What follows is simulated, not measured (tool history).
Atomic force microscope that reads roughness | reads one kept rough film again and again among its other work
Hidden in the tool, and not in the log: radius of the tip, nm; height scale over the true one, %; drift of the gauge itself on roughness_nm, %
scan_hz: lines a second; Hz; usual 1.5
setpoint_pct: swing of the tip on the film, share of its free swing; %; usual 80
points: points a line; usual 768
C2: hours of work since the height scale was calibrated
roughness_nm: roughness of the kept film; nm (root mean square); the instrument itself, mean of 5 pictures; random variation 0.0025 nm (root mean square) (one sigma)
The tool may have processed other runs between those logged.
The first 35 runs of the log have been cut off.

{"run": 36, "hour": 479.0, "scan_hz": 0.93, "setpoint_pct": 63, "points": 794, "pictures with this tip": 176, "C2": 439, "roughness_nm": 0.483}
{"run": 37, "hour": 496.5, "scan_hz": 0.93, "setpoint_pct": 63, "points": 794, "pictures with this tip": 196, "C2": 450, "roughness_nm": 0.479}
{"run": 38, "hour": 513.8, "scan_hz": 0.93, "setpoint_pct": 63, "points": 794, "pictures with this tip": 217, "C2": 461, "roughness_nm": 0.48}
{"run": 39, "hour": 526.1, "scan_hz": 0.93, "setpoint_pct": 63, "points": 794, "pictures with this tip": 231, "C2": 469, "roughness_nm": 0.479}
{"run": 40, "hour": 535.4, "scan_hz": 0.86, "setpoint_pct": 73, "points": 753, "pictures with this tip": 242, "C2": 475, "roughness_nm": 0.466}
{"run": 41, "hour": 551.4, "scan_hz": 0.86, "setpoint_pct": 73, "points": 641, "pictures with this tip": 261, "C2": 485, "roughness_nm": 0.462}
{"run": 42, "hour": 561.4, "scan_hz": 0.5, "setpoint_pct": 70, "points": 430, "pictures with this tip": 273, "C2": 492, "roughness_nm": 0.468}
{"run": 43, "hour": 578.5, "scan_hz": 2.58, "setpoint_pct": 83, "points": 768, "pictures with this tip": 293, "C2": 503, "roughness_nm": 0.382}
{"run": 44, "hour": 592.4, "scan_hz": 2.58, "setpoint_pct": 57, "points": 295, "pictures with this tip": 309, "C2": 512, "roughness_nm": 0.453}
{"run": 45, "hour": 601.7, "scan_hz": 2.58, "setpoint_pct": 57, "points": 295, "pictures with this tip": 320, "C2": 517, "roughness_nm": 0.451}
{"run": 46, "hour": 610.2, "scan_hz": 1.5, "setpoint_pct": 66, "points": 301, "pictures with this tip": 330, "C2": 523, "roughness_nm": 0.447}
{"run": 47, "hour": 617.7, "scan_hz": 1.5, "setpoint_pct": 66, "points": 301, "pictures with this tip": 339, "C2": 528, "roughness_nm": 0.443}
{"run": 48, "hour": 635.0, "scan_hz": 0.98, "setpoint_pct": 83, "points": 920, "pictures with this tip": 360, "C2": 539, "roughness_nm": 0.438}
{"run": 49, "hour": 646.5, "scan_hz": 2.06, "setpoint_pct": 85, "points": 729, "pictures with this tip": 373, "C2": 546, "roughness_nm": 0.393}
{"hour": 648.3, "done": "new tip fitted"}
{"run": 50, "hour": 657.0, "scan_hz": 1.32, "setpoint_pct": 63, "points": 594, "pictures with this tip": 10, "C2": 553, "roughness_nm": 0.488}
{"run": 51, "hour": 675.9, "scan_hz": 2.82, "setpoint_pct": 80, "points": 716, "pictures with this tip": 32, "C2": 565, "roughness_nm": 0.406}
{"run": 52, "hour": 690.9, "scan_hz": 0.64, "setpoint_pct": 58, "points": 414, "pictures with this tip": 50, "C2": 574, "roughness_nm": 0.494}
{"run": 53, "hour": 708.1, "scan_hz": 1.58, "setpoint_pct": 80, "points": 287, "pictures with this tip": 70, "C2": 585, "roughness_nm": 0.428}

Here are 4 independent what-if runs from the current tool condition. What would each one return?
{"run": "A", "hour": 721.3, "scan_hz": 2.41, "setpoint_pct": 80, "points": 287, "pictures with this tip": 86, "C2": 594, "roughness_nm": "?"}
{"run": "B", "hour": 721.3, "scan_hz": 0.5, "setpoint_pct": 80, "points": 731, "pictures with this tip": 86, "C2": 594, "roughness_nm": "?"}
{"run": "C", "hour": 721.3, "scan_hz": 0.94, "setpoint_pct": 80, "points": 465, "pictures with this tip": 86, "C2": 594, "roughness_nm": "?"}
{"run": "D", "hour": 721.3, "scan_hz": 0.9, "setpoint_pct": 88, "points": 768, "pictures with this tip": 86, "C2": 594, "roughness_nm": "?"}

run=A roughness_nm=0.404
run=B roughness_nm=0.485
run=C roughness_nm=0.459
run=D roughness_nm=0.449
Stripped of hidden state, with their random variation kept, the same runs would have yielded:
run=A roughness_nm=0.41
run=B roughness_nm=0.493
run=C roughness_nm=0.466
run=D roughness_nm=0.456
